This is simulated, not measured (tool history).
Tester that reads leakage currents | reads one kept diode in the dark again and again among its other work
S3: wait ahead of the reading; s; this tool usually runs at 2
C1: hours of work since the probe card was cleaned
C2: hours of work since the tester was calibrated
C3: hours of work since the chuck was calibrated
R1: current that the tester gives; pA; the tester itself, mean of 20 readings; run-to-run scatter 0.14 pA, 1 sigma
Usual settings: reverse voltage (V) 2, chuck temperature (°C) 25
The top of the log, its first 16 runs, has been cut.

run 17 day=27.2 | reverse_voltage_(V)=2 chuck_temperature_(°C)=25 S3=2.35 | C1=345 C2=682 C3=47 | R1=46.13
-- day=28.708 chuck's temperature calibrated, once more
run 18 day=28.708 | reverse_voltage_(V)=2 chuck_temperature_(°C)=25 S3=2.37 | C1=358 C2=696 C3=0 | R1=43.4
run 19 day=30.971 | reverse_voltage_(V)=2 chuck_temperature_(°C)=57 S3=2 | C1=380 C2=718 C3=22 | R1=442.27
run 20 day=32.962 | reverse_voltage_(V)=2 chuck_temperature_(°C)=57 S3=2 | C1=399 C2=737 C3=41 | R1=443.8
run 21 day=34.942 | reverse_voltage_(V)=2 chuck_temperature_(°C)=25 S3=8.85 | C1=419 C2=756 C3=60 | R1=43.52
run 22 day=36.346 | reverse_voltage_(V)=1.63 chuck_temperature_(°C)=53 S3=2 | C1=432 C2=770 C3=74 | R1=304.47
run 23 day=38.183 | reverse_voltage_(V)=1.63 chuck_temperature_(°C)=53 S3=2 | C1=450 C2=788 C3=92 | R1=304.89
run 24 day=40.267 | reverse_voltage_(V)=1.63 chuck_temperature_(°C)=53 S3=2 | C1=470 C2=808 C3=112 | R1=303.21
run 25 day=41.792 | reverse_voltage_(V)=1.93 chuck_temperature_(°C)=37 S3=6.92 | C1=485 C2=823 C3=127 | R1=108.22
run 26 day=43.221 | reverse_voltage_(V)=2.73 chuck_temperature_(°C)=37 S3=4.74 | C1=499 C2=836 C3=140 | R1=130.32
run 27 day=44.167 | reverse_voltage_(V)=14.53 chuck_temperature_(°C)=39 S3=0.78 | C1=508 C2=846 C3=150 | R1=382.84
run 28 day=45.462 | reverse_voltage_(V)=1.66 chuck_temperature_(°C)=39 S3=0.78 | C1=520 C2=858 C3=162 | R1=115.19
run 29 day=46.621 | reverse_voltage_(V)=1.58 chuck_temperature_(°C)=21 S3=2.41 | C1=532 C2=869 C3=173 | R1=27.79
run 30 day=47.846 | reverse_voltage_(V)=1.58 chuck_temperature_(°C)=21 S3=2.41 | C1=543 C2=881 C3=185 | R1=28.06
run 31 day=48.842 | reverse_voltage_(V)=1.58 chuck_temperature_(°C)=21 S3=2.41 | C1=553 C2=891 C3=195 | R1=27.74
run 32 day=50.9 | reverse_voltage_(V)=2.38 chuck_temperature_(°C)=25 S3=2 | C1=573 C2=911 C3=215 | R1=48.66
run 33 day=53.196 | reverse_voltage_(V)=2.38 chuck_temperature_(°C)=25 S3=2 | C1=595 C2=933 C3=237 | R1=48.67
run 34 day=55.242 | reverse_voltage_(V)=2.38 chuck_temperature_(°C)=25 S3=2 | C1=615 C2=953 C3=257 | R1=48.56
run 35 day=56.438 | reverse_voltage_(V)=2.38 chuck_temperature_(°C)=25 S3=2 | C1=627 C2=964 C3=268 | R1=48.5
run 36 day=57.696 | reverse_voltage_(V)=2.38 chuck_temperature_(°C)=52 S3=2 | C1=639 C2=976 C3=280 | R1=353.16
run 37 day=59.642 | reverse_voltage_(V)=3.72 chuck_temperature_(°C)=50 S3=0.44 | C1=658 C2=995 C3=299 | R1=395.71
run 38 day=61.221 | reverse_voltage_(V)=3.72 chuck_temperature_(°C)=50 S3=0.44 | C1=673 C2=1010 C3=315 | R1=395.12
run 39 day=63.138 | reverse_voltage_(V)=1.52 chuck_temperature_(°C)=25 S3=2 | C1=691 C2=1029 C3=333 | R1=38.12
run 40 day=65.233 | reverse_voltage_(V)=6.24 chuck_temperature_(°C)=25 S3=8.56 | C1=712 C2=1049 C3=353 | R1=83.44

Branching from run 40: 4 alternative next runs. What would each branch give?
run A day=67.058 | reverse_voltage_(V)=6.24 chuck_temperature_(°C)=40 S3=8.56 | C1=729 C2=1067 C3=371 | R1=?
run B day=67.058 | reverse_voltage_(V)=2 chuck_temperature_(°C)=25 S3=5.15 | C1=729 C2=1067 C3=371 | R1=?
run C day=67.058 | reverse_voltage_(V)=11.07 chuck_temperature_(°C)=36 S3=8.56 | C1=729 C2=1067 C3=371 | R1=?
run D day=67.058 | reverse_voltage_(V)=3.62 chuck_temperature_(°C)=25 S3=8.56 | C1=729 C2=1067 C3=371 | R1=?

run=A R1=258.66
run=B R1=44.38
run=C R1=266.53
run=D R1=61.9
What these runs would have given with no unlogged condition in the tool:
run=A R1=253.12
run=B R1=43.03
run=C R1=259.14
run=D R1=59.74

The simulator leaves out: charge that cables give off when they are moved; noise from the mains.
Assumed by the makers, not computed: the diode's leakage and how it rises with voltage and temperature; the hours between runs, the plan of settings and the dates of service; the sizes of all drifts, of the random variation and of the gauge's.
